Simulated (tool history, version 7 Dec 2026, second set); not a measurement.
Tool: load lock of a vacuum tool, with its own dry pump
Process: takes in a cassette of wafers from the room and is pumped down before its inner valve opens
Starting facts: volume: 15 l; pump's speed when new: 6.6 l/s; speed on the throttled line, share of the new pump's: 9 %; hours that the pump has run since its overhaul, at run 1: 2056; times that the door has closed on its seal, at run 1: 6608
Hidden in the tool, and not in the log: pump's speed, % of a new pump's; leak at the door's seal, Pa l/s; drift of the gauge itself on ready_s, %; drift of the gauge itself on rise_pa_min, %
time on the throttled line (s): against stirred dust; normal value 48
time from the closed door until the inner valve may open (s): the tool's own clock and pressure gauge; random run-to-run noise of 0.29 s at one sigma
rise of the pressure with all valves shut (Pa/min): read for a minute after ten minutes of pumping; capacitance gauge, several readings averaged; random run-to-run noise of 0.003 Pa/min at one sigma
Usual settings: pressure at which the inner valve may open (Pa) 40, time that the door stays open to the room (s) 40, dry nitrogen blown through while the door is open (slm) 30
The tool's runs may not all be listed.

| run | hour | time on the throttled line (s) | pressure at which the inner valve may open (Pa) | time that the door stays open to the room (s) | dry nitrogen blown through while the door is open (slm) | hours that the pump has run since its overhaul | times that the door has closed on its seal | incoming humidity of the room's air, % | time from the closed door until the inner valve may open (s) | rise of the pressure with all valves shut (Pa/min) |
|---|---|---|---|---|---|---|---|---|---|---|
| 1 | 0.0 | 48 | 40 | 40 | 30 | 2056 | 6608 | 42.6 | 61.9 | 0.059 |
| 2 | 67.7 | 48 | 40 | 40 | 30 | 2124 | 6697 | 45.1 | 61.7 | 0.059 |
| 3 | 155.5 | 36 | 40 | 40 | 30 | 2212 | 6811 | 43.4 | 50.9 | 0.061 |
| 4 | 271.6 | 48 | 62 | 40 | 30 | 2328 | 6962 | 42.9 | 61.0 | 0.058 |
| 5 | 388.5 | 93 | 40 | 40 | 30 | 2445 | 7115 | 48.1 | 102.7 | 0.067 |
| 6 | 485.3 | 93 | 40 | 40 | 29 | 2542 | 7241 | 41.7 | 102.6 | 0.060 |
| 7 | 546.3 | 93 | 40 | 40 | 29 | 2603 | 7321 | 42.7 | 102.7 | 0.060 |
| 8 | 621.7 | 48 | 40 | 40 | 5 | 2678 | 7419 | 45.2 | 62.0 | 0.088 |
| 9 | 695.3 | 94 | 40 | 40 | 6 | 2752 | 7515 | 38.7 | 103.6 | 0.082 |
| 10 | 768.2 | 94 | 40 | 40 | 6 | 2825 | 7610 | 43.7 | 103.3 | 0.080 |
| 11 | 849.1 | 48 | 40 | 92 | 6 | 2906 | 7715 | 43.6 | 61.4 | 0.108 |
| 12 | 936.5 | 43 | 40 | 40 | 19 | 2993 | 7829 | 45.1 | 57.5 | 0.069 |
| 13 | 1033.6 | 31 | 58 | 152 | 10 | 3090 | 7956 | 50.4 | 46.0 | 0.128 |
| 14 | 1135.9 | 26 | 40 | 40 | 30 | 3192 | 8089 | 44.8 | 41.9 | 0.067 |
| 15 | 1198.5 | 48 | 43 | 40 | 44 | 3255 | 8171 | 48.2 | 61.7 | 0.061 |

Here are 3 independent what-if runs from the current tool condition. What would each one return?
| A | 1303.8 | 48 | 40 | 36 | 30 | 3360 | 8308 | 45.6 | ? | ? |
| B | 1303.8 | 47 | 40 | 34 | 30 | 3360 | 8308 | 46.9 | ? | ? |
| C | 1303.8 | 71 | 40 | 40 | 30 | 3360 | 8308 | 47.3 | ? | ? |

| run | time from the closed door until the inner valve may open (s) | rise of the pressure with all valves shut (Pa/min) |
|---|---|---|
| A | 61.7 | 0.062 |
| B | 61.1 | 0.067 |
| C | 83.6 | 0.068 |
Had the tool no hidden state, the same runs would have come out as:
| run | time from the closed door until the inner valve may open (s) | rise of the pressure with all valves shut (Pa/min) |
|---|---|---|
| A | 61.2 | 0.032 |
| B | 60.6 | 0.036 |
| C | 83.2 | 0.037 |

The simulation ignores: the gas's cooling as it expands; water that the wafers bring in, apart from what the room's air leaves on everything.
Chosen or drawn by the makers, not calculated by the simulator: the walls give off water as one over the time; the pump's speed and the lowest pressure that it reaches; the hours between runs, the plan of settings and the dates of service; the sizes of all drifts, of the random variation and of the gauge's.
